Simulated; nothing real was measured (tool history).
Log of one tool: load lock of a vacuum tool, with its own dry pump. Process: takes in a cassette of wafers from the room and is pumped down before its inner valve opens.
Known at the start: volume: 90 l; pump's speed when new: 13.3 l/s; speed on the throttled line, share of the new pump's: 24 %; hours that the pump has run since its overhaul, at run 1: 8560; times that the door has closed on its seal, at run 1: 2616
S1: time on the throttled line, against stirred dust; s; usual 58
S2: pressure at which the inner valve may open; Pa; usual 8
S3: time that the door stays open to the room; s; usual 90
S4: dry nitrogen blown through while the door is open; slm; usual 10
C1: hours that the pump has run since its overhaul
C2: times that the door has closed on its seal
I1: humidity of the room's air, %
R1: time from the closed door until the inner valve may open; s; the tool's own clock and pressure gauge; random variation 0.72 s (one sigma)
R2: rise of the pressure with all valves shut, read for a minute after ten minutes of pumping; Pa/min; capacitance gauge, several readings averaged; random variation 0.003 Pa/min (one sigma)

run 1 hour=0.0 | S1=58 S2=8 S3=90 S4=10 | C1=8560 C2=2616 | I1=43.9 | R1=113.6 R2=0.022
run 2 hour=159.2 | S1=48 S2=8 S3=90 S4=10 | C1=8720 C2=2836 | I1=43.9 | R1=107.5 R2=0.023
run 3 hour=290.7 | S1=58 S2=8 S3=182 S4=10 | C1=8851 C2=3018 | I1=41.5 | R1=113.7 R2=0.022
run 4 hour=445.0 | S1=58 S2=8 S3=182 S4=11 | C1=9005 C2=3231 | I1=42.7 | R1=115.8 R2=0.022
run 5 hour=529.5 | S1=58 S2=8 S3=211 S4=10 | C1=9090 C2=3348 | I1=41.5 | R1=115.0 R2=0.028
run 6 hour=720.6 | S1=55 S2=8 S3=211 S4=10 | C1=9281 C2=3612 | I1=45.5 | R1=111.7 R2=0.028
run 7 hour=905.5 | S1=55 S2=8 S3=211 S4=10 | C1=9466 C2=3867 | I1=48.2 | R1=112.9 R2=0.026
run 8 hour=1070.7 | S1=55 S2=8 S3=211 S4=10 | C1=9631 C2=4095 | I1=43.8 | R1=112.7 R2=0.032
run 9 hour=1245.1 | S1=55 S2=8 S3=211 S4=10 | C1=9805 C2=4336 | I1=46.0 | R1=112.7 R2=0.022
run 10 hour=1367.1 | S1=58 S2=8 S3=90 S4=10 | C1=9927 C2=4505 | I1=44.7 | R1=115.0 R2=0.023
run 11 hour=1472.1 | S1=58 S2=8 S3=90 S4=10 | C1=10032 C2=4650 | I1=44.0 | R1=114.7 R2=0.031
run 12 hour=1579.5 | S1=58 S2=8 S3=90 S4=10 | C1=10140 C2=4798 | I1=43.3 | R1=115.3 R2=0.025
run 13 hour=1685.4 | S1=58 S2=8 S3=90 S4=5 | C1=10246 C2=4945 | I1=44.3 | R1=115.0 R2=0.026
run 14 hour=1808.3 | S1=58 S2=8 S3=90 S4=5 | C1=10369 C2=5114 | I1=44.9 | R1=114.3 R2=0.029
run 15 hour=1986.9 | S1=58 S2=8 S3=90 S4=5 | C1=10547 C2=5361 | I1=47.1 | R1=114.4 R2=0.030
run 16 hour=2172.5 | S1=58 S2=8 S3=90 S4=5 | C1=10733 C2=5617 | I1=44.1 | R1=114.8 R2=0.032
run 17 hour=2354.0 | S1=58 S2=8 S3=90 S4=10 | C1=10914 C2=5868 | I1=46.6 | R1=115.8 R2=0.024
run 18 hour=2491.7 | S1=58 S2=8 S3=90 S4=10 | C1=11052 C2=6058 | I1=43.1 | R1=115.2 R2=0.031
run 19 hour=2593.6 | S1=58 S2=11 S3=90 S4=10 | C1=11154 C2=6199 | I1=45.0 | R1=112.8 R2=0.025
run 20 hour=2725.7 | S1=58 S2=12 S3=48 S4=10 | C1=11286 C2=6382 | I1=44.8 | R1=111.5 R2=0.019
run 21 hour=2821.9 | S1=58 S2=11 S3=48 S4=10 | C1=11382 C2=6515 | I1=45.1 | R1=112.3 R2=0.028
run 22 hour=2964.3 | S1=58 S2=11 S3=48 S4=10 | C1=11525 C2=6711 | I1=43.9 | R1=113.8 R2=0.034
run 23 hour=3062.5 | S1=58 S2=11 S3=48 S4=10 | C1=11623 C2=6847 | I1=47.8 | R1=113.9 R2=0.033
run 24 hour=3200.5 | S1=58 S2=11 S3=48 S4=10 | C1=11761 C2=7038 | I1=44.8 | R1=115.2 R2=0.032
run 25 hour=3298.7 | S1=58 S2=11 S3=48 S4=10 | C1=11859 C2=7173 | I1=48.1 | R1=113.7 R2=0.029
run 26 hour=3419.4 | S1=58 S2=11 S3=48 S4=10 | C1=11980 C2=7340 | I1=49.7 | R1=115.2 R2=0.031
run 27 hour=3591.7 | S1=45 S2=11 S3=48 S4=15 | C1=12152 C2=7578 | I1=46.6 | R1=104.9 R2=0.027
run 28 hour=3765.9 | S1=58 S2=8 S3=90 S4=31 | C1=12326 C2=7819 | I1=44.4 | R1=115.8 R2=0.029
run 29 hour=3845.0 | S1=58 S2=8 S3=90 S4=31 | C1=12405 C2=7928 | I1=44.2 | R1=115.6 R2=0.026
run 30 hour=4020.5 | S1=58 S2=8 S3=90 S4=31 | C1=12581 C2=8171 | I1=45.7 | R1=117.1 R2=0.026
run 31 hour=4138.1 | S1=58 S2=8 S3=90 S4=31 | C1=12698 C2=8333 | I1=40.6 | R1=116.9 R2=0.024
run 32 hour=4285.8 | S1=66 S2=12 S3=161 S4=10 | C1=12846 C2=8537 | I1=45.4 | R1=119.9 R2=0.035
run 33 hour=4385.6 | S1=105 S2=12 S3=90 S4=10 | C1=12946 C2=8675 | I1=45.8 | R1=148.5 R2=0.035
run 34 hour=4539.1 | S1=55 S2=8 S3=90 S4=10 | C1=13099 C2=8887 | I1=43.2 | R1=115.0 R2=0.035
run 35 hour=4621.0 | S1=55 S2=8 S3=90 S4=10 | C1=13181 C2=9000 | I1=42.0 | R1=114.9 R2=0.034
run 36 hour=4732.6 | S1=116 S2=8 S3=90 S4=10 | C1=13293 C2=9154 | I1=46.4 | R1=160.4 R2=0.029
run 37 hour=4858.1 | S1=58 S2=7 S3=43 S4=10 | C1=13418 C2=9328 | I1=44.6 | R1=118.1 R2=0.034

3 ways to go on from here, each from the tool as it stands after run 37. What would each give?
run A hour=5014.0 | S1=58 S2=8 S3=77 S4=37 | C1=13574 C2=9543 | I1=45.0 | R1=? R2=?
run B hour=5014.0 | S1=49 S2=8 S3=239 S4=5 | C1=13574 C2=9543 | I1=43.1 | R1=? R2=?
run C hour=5014.0 | S1=47 S2=8 S3=90 S4=10 | C1=13574 C2=9543 | I1=41.6 | R1=? R2=?

run=A R1=118.9 R2=0.027
run=B R1=110.4 R2=0.048
run=C R1=108.5 R2=0.035
Without the tool's hidden state the same runs would have given:
run=A R1=109.6 R2=0.007
run=B R1=100.9 R2=0.027
run=C R1=99.1 R2=0.015
